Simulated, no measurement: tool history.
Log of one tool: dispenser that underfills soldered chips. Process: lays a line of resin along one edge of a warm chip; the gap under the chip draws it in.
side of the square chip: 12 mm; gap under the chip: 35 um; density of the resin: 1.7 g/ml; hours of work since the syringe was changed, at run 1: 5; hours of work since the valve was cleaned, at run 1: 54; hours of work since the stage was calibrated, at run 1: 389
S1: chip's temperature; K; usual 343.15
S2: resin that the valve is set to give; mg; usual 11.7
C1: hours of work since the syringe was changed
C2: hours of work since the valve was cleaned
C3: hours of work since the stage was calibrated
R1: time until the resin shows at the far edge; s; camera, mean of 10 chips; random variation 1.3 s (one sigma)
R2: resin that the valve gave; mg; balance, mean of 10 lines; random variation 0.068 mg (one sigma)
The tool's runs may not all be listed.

{"run": 1, "hour": 0.0, "S1": 343.15, "S2": 11.7, "C1": 5, "C2": 54, "C3": 389, "R1": 170.0, "R2": 11.34}
{"hour": 5.0, "done": "new syringe of resin"}
{"run": 2, "hour": 10.7, "S1": 343.15, "S2": 11.7, "C1": 4, "C2": 60, "C3": 395, "R1": 152.8, "R2": 11.27}
{"hour": 18.3, "done": "new syringe of resin"}
{"run": 3, "hour": 19.8, "S1": 343.15, "S2": 12.7, "C1": 1, "C2": 65, "C3": 400, "R1": 127.4, "R2": 12.22}
{"hour": 31.5, "done": "new syringe of resin"}
{"run": 4, "hour": 37.9, "S1": 336.15, "S2": 11.7, "C1": 4, "C2": 76, "C3": 411, "R1": 204.8, "R2": 11.11}
{"hour": 44.1, "done": "new syringe of resin"}
{"run": 5, "hour": 55.6, "S1": 336.15, "S2": 11.7, "C1": 7, "C2": 87, "C3": 422, "R1": 246.6, "R2": 11.19}
{"hour": 57.0, "done": "new syringe of resin"}
{"run": 6, "hour": 68.3, "S1": 336.15, "S2": 11.7, "C1": 7, "C2": 95, "C3": 430, "R1": 246.9, "R2": 11.14}
{"hour": 69.9, "done": "new syringe of resin"}
{"hour": 83.3, "done": "new syringe of resin"}
{"run": 7, "hour": 84.9, "S1": 337.15, "S2": 11.7, "C1": 1, "C2": 104, "C3": 439, "R1": 161.1, "R2": 11.05}
{"run": 8, "hour": 93.8, "S1": 343.15, "S2": 11.7, "C1": 6, "C2": 110, "C3": 445, "R1": 192.5, "R2": 11.05}
{"hour": 96.8, "done": "new syringe of resin"}
{"run": 9, "hour": 104.4, "S1": 357.15, "S2": 10.9, "C1": 5, "C2": 116, "C3": 451, "R1": 109.1, "R2": 10.08}
{"hour": 109.4, "done": "new syringe of resin"}
{"hour": 118.2, "done": "dispensing valve cleaned and set on the balance"}
{"run": 10, "hour": 120.6, "S1": 334.15, "S2": 14.9, "C1": 6, "C2": 1, "C3": 460, "R1": 233.7, "R2": 14.95}
{"hour": 122.9, "done": "new syringe of resin"}
{"hour": 135.4, "done": "new syringe of resin"}
{"run": 11, "hour": 136.7, "S1": 334.15, "S2": 14.9, "C1": 1, "C2": 11, "C3": 470, "R1": 168.1, "R2": 14.93}
{"run": 12, "hour": 144.1, "S1": 354.15, "S2": 13.1, "C1": 5, "C2": 16, "C3": 474, "R1": 119.2, "R2": 13.14}
{"hour": 147.9, "done": "new syringe of resin"}
{"run": 13, "hour": 156.2, "S1": 332.15, "S2": 10.1, "C1": 5, "C2": 23, "C3": 482, "R1": 255.1, "R2": 10.01}
{"hour": 160.7, "done": "new syringe of resin"}
{"run": 14, "hour": 167.8, "S1": 333.15, "S2": 15.1, "C1": 4, "C2": 30, "C3": 489, "R1": 213.4, "R2": 14.89}
{"hour": 173.4, "done": "new syringe of resin"}
{"hour": 185.9, "done": "new syringe of resin"}
{"run": 15, "hour": 185.9, "S1": 343.15, "S2": 13.8, "C1": 0, "C2": 40, "C3": 499, "R1": 115.9, "R2": 13.58}

Forecast each of these 4 alternatives for the next run:
{"hour": 198.9, "done": "new syringe of resin"}
{"run": "A", "hour": 200.4, "S1": 343.15, "S2": 10.6, "C1": 1, "C2": 49, "C3": 508, "R1": "?", "R2": "?"}
{"hour": 198.9, "done": "new syringe of resin"}
{"run": "B", "hour": 200.4, "S1": 357.15, "S2": 11.2, "C1": 1, "C2": 49, "C3": 508, "R1": "?", "R2": "?"}
{"hour": 198.9, "done": "new syringe of resin"}
{"run": "C", "hour": 200.4, "S1": 344.15, "S2": 11.5, "C1": 1, "C2": 49, "C3": 508, "R1": "?", "R2": "?"}
{"hour": 198.9, "done": "new syringe of resin"}
{"run": "D", "hour": 200.4, "S1": 329.15, "S2": 13.9, "C1": 1, "C2": 49, "C3": 508, "R1": "?", "R2": "?"}

run=A R1=129.5 R2=10.48
run=B R1=81.8 R2=10.95
run=C R1=124.0 R2=11.26
run=D R1=199.1 R2=13.60
Without the tool's hidden state the same runs would have given:
run=A R1=134.2 R2=10.68
run=B R1=84.2 R2=11.16
run=C R1=128.7 R2=11.47
run=D R1=209.1 R2=13.86

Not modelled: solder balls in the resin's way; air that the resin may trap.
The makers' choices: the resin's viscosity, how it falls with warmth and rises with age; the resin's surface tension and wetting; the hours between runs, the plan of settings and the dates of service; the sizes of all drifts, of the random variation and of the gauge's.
